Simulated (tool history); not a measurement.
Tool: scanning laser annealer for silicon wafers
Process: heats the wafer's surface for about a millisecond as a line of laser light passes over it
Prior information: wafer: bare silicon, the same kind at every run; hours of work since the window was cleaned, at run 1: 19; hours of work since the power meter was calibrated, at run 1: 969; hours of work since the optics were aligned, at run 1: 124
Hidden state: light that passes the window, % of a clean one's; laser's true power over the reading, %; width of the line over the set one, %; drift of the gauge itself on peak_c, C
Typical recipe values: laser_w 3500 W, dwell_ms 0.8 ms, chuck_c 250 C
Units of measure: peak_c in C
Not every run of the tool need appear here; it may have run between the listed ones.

run	day	laser_w	dwell_ms	chuck_c	hours of work since the window was cleaned	hours of work since the power meter was calibrated	hours of work since the optics were aligned	peak_c
1	0	3500	0.8	250	19	969	124	953
2	2.679	3076	0.8	250	64	1014	169	838
3	5.962	3076	0.8	250	119	1068	224	837
4	9.192	3076	0.8	241	173	1122	278	832
5	12.1	3076	0.8	241	222	1171	327	829
6	15.092	3500	0.8	250	272	1221	377	951
7	16.858	3500	0.8	250	301	1251	406	950
8	19.038	3500	0.8	250	337	1287	443	946
9	21.071	3500	0.8	214	371	1321	477	913
10	22.9	3500	0.8	214	402	1352	507	914
11	25.925	3500	0.666	210	453	1402	558	853
12	28.262	3500	0.666	210	492	1441	597	852

The next listed run, before its measurement:
13	30.908	3500	0.666	210	536	1485	641	?

Run 13 came out at peak_c 852 C.
The same run, on a tool lacking any hidden state, would have yielded peak_c 852 C.
